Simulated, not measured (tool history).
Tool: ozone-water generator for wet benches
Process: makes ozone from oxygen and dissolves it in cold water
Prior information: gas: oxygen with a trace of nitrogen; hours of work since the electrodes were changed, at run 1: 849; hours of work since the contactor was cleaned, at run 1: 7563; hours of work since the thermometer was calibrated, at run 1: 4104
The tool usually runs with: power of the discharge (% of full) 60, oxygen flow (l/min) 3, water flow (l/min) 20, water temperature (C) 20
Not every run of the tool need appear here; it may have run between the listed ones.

| run | hour | power of the discharge (% of full) | oxygen flow (l/min) | water flow (l/min) | water temperature (C) | hours of work since the electrodes were changed | hours of work since the contactor was cleaned | hours of work since the thermometer was calibrated | dissolved ozone (ppm) | ozone in the gas ahead of the water (g/m3) |
|---|---|---|---|---|---|---|---|---|---|---|
| 1 | 0 | 60 | 3 | 20 | 20 | 849 | 7563 | 4104 | 16.1 | 221.3 |
| 2 | 79.3 | 60 | 3 | 20 | 20 | 911 | 7624 | 4165 | 16.2 | 219.4 |
|  | 90.6 | water thermometer calibrated |
| 3 | 182.9 | 60 | 3 | 20 | 20 | 991 | 7704 | 72 | 16.2 | 219.7 |
| 4 | 279.7 | 60 | 3 | 20 | 20 | 1066 | 7779 | 147 | 16.3 | 220.4 |
| 5 | 355.2 | 60 | 3 | 20 | 13 | 1124 | 7838 | 205 | 17.2 | 218.4 |
| 6 | 441.9 | 60 | 3 | 20 | 13 | 1192 | 7905 | 272 | 17.2 | 218.6 |
| 7 | 537.1 | 60 | 3 | 18 | 20 | 1266 | 7979 | 346 | 17.8 | 220 |
| 8 | 640.7 | 60 | 3 | 18 | 20 | 1346 | 8059 | 427 | 17.5 | 219.8 |
| 9 | 705 | 60 | 3 | 18 | 20 | 1396 | 8109 | 477 | 17.7 | 216.7 |
| 10 | 788.7 | 60 | 3 | 20 | 20 | 1461 | 8174 | 542 | 16 | 219.6 |
| 11 | 881.2 | 60 | 3 | 20 | 14 | 1532 | 8246 | 613 | 17.1 | 220.1 |
| 12 | 992.4 | 60 | 3 | 20 | 14 | 1619 | 8332 | 700 | 16.9 | 218.3 |
| 13 | 1063 | 60 | 3 | 20 | 14 | 1674 | 8387 | 754 | 16.7 | 219.6 |
| 14 | 1152.4 | 60 | 3 | 20 | 14 | 1743 | 8456 | 824 | 16.6 | 220.3 |
| 15 | 1237.4 | 60 | 3 | 20 | 14 | 1809 | 8522 | 890 | 16.9 | 217.5 |
| 16 | 1286.8 | 60 | 3 | 20 | 14 | 1847 | 8561 | 928 | 16.7 | 215.8 |
| 17 | 1387.2 | 60 | 1.98 | 20 | 14 | 1925 | 8638 | 1006 | 14.9 | 262.4 |
|  | 1398.8 | contactor cleaned |
| 18 | 1473.6 | 60 | 1.98 | 20 | 14 | 1989 | 58 | 1070 | 14.7 | 261.3 |
| 19 | 1534.8 | 60 | 1.98 | 16 | 24 | 2036 | 105 | 1117 | 16.7 | 259.8 |
| 20 | 1618.8 | 74 | 1.98 | 16 | 24 | 2102 | 171 | 1182 | 19.8 | 309.4 |
| 21 | 1674.8 | 74 | 1.98 | 16 | 24 | 2145 | 214 | 1226 | 19.8 | 313.3 |
|  | 1774.7 | contactor cleaned, once more |
| 22 | 1774.7 | 42 | 1.98 | 16 | 24 | 2219 | 0 | 1300 | 13.1 | 197 |
| 23 | 1845 | 96 | 2 | 16 | 24 | 2274 | 55 | 1355 | 25.6 | 382 |
| 24 | 1897.9 | 47 | 1.98 | 32 | 19 | 2315 | 96 | 1396 | 7.5 | 214.1 |
| 25 | 1947.9 | 89 | 5.38 | 17 | 17 | 2354 | 134 | 1435 | 28.6 | 228.6 |
| 26 | 2005.8 | 56 | 1.69 | 18 | 20 | 2399 | 179 | 1480 | 14.8 | 265.6 |
| 27 | 2105.3 | 63 | 1.69 | 14 | 20 | 2476 | 257 | 1557 | 20.2 | 290.3 |
| 28 | 2185.3 | 63 | 1.69 | 14 | 20 | 2538 | 319 | 1619 | 20.4 | 291.4 |
| 29 | 2264.7 | 60 | 2.72 | 13 | 20 | 2600 | 380 | 1680 | 22.8 | 224.6 |
| 30 | 2384.9 | 60 | 2.72 | 13 | 20 | 2693 | 473 | 1774 | 22.9 | 225 |
| 31 | 2501.7 | 42 | 3 | 22 | 20 | 2783 | 564 | 1864 | 11.2 | 163.6 |
| 32 | 2581.3 | 74 | 2.29 | 16 | 20 | 2845 | 626 | 1926 | 21.9 | 285.6 |
| 33 | 2661.1 | 60 | 2.03 | 20 | 16 | 2907 | 688 | 1988 | 15.1 | 256.9 |

Alternative continuations, all from the tool just after run 33; predict every row:
| A | 2749.7 | 81 | 2.03 | 16 | 16 | 2976 | 756 | 2057 | ? | ? |
| B | 2749.7 | 60 | 1.64 | 20 | 22 | 2976 | 756 | 2057 | ? | ? |
| C | 2749.7 | 60 | 2.03 | 32 | 16 | 2976 | 756 | 2057 | ? | ? |
| D | 2749.7 | 60 | 3.3 | 20 | 16 | 2976 | 756 | 2057 | ? | ? |

| run | dissolved ozone (ppm) | ozone in the gas ahead of the water (g/m3) |
|---|---|---|
| A | 23.8 | 322.6 |
| B | 13.4 | 281.6 |
| C | 9.2 | 257.8 |
| D | 17.4 | 208.1 |
With the hidden condition removed and each run's random variation left untouched, the same runs would have given:
| run | dissolved ozone (ppm) | ozone in the gas ahead of the water (g/m3) |
|---|---|---|
| A | 25.3 | 340.7 |
| B | 14.1 | 293.9 |
| C | 9.7 | 269.1 |
| D | 18.3 | 217.2 |
